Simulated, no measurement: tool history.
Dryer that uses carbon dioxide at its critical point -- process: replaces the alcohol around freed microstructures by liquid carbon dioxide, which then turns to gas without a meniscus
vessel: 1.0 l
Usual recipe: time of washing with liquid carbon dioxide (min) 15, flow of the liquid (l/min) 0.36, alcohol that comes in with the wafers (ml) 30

run   hour  time of washing with liquid carbon dioxide (min)  flow of the liquid (l/min)  alcohol that comes in with the wafers (ml)  alcohol left in the vessel before it's heated (ppm by volume)
  1      0                                                15                        0.36                                          30                                                            290
  2   15.6                                                15                        0.36                                         115                                                            843
  3   49.9                                                14                        0.36                                         115                                                           1156
  4   67.2                                                15                       0.388                                          30                                                            231
  5   84.3                                                15                       0.589                                          30                                                            114
  6  117.6                                                15                       0.589                                          30                                                            114
  7  139.8                                                15                       0.589                                          30                                                            121
  8  176.2                                                15                       0.589                                          30                                                            118
  9    213                                                19                        0.36                                         116                                                            340
 10  228.6                                                19                        0.36                                         116                                                            340
 11  263.7                                                21                        0.36                                          23                                                            140
 12  286.9                                                15                       0.592                                          30                                                            134
 13  314.3                                                20                       0.417                                          30                                                            150
 14  349.5                                                13                        0.43                                          37                                                            335
 15  375.2                                                13                        0.43                                          37                                                            351
 16  397.5                                                13                        0.43                                          37                                                            341

3 ways to go on from here, each from the tool as it stands after run 16. What would each give?
  A  412.5                                                18                       0.377                                          35                                                              ?
  B  412.5                                                23                        0.36                                          50                                                              ?
  C  412.5                                                13                        0.43                                          65                                                              ?

run  alcohol left in the vessel before it's heated (ppm by volume)
  A                                                            214
  B                                                            160
  C                                                            552
Had the tool no hidden state, the same runs would have come out as:
run  alcohol left in the vessel before it's heated (ppm by volume)
  A                                                             67
  B                                                             27
  C                                                            343

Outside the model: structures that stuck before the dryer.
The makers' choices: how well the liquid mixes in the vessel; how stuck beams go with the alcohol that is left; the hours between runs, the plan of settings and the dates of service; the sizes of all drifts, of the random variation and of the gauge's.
